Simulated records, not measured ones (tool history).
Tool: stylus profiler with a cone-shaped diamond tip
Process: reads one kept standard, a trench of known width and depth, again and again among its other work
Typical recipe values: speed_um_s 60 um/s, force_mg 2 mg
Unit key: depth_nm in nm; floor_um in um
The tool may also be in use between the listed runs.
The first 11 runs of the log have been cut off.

run    hour  speed_um_s  force_mg  depth_nm  floor_um
 12  1008.2         126      2.43    100.24     26.99
 13  1126.5         126      2.43    100.28        27
 14  1209.4          22      2.43    100.27     27.45
     1304.3  -- new tip fitted, height scale calibrated
 15  1316.4         206         2    100.35     27.43
 16  1371.7         206         2    100.34     27.45
 17  1478.9          60         2    100.36     28.21
 18  1571.8          60         2    100.42     28.22
 19  1688.8          60         2    100.36     28.18
 20  1794.7          60         2    100.31     28.16
 21  1864.7          60         2    100.25     28.11
 22  1980.6          60         2    100.15     28.15
 23  2083.5          60         2    100.27     28.13
 24  2205.7          60         2    100.24     28.07
 25    2268          65      4.06    100.57     28.14
 26  2370.5         162      1.23    100.08     27.21
 27  2433.2         233      3.02    100.44     27.31
 28  2522.2         233         2    100.06     27.05
 29  2599.7          35      1.89    100.11     28.12
 30  2707.3          35      1.89    100.08     28.12
 31  2796.5         170      0.91     99.99     26.96
 32  2930.2         176      0.84     99.87     26.76
 33    3029         161      1.02     99.88     27.03

Estimate the outcome of run 34 from the log above:
 34  3117.3         117      0.95         ?         ?

Run 34 came out at depth_nm 99.87 nm, floor_um 27.3 um.
The same run, on a tool lacking any hidden state, would have yielded depth_nm 100.35 nm, floor_um 27.67 um.
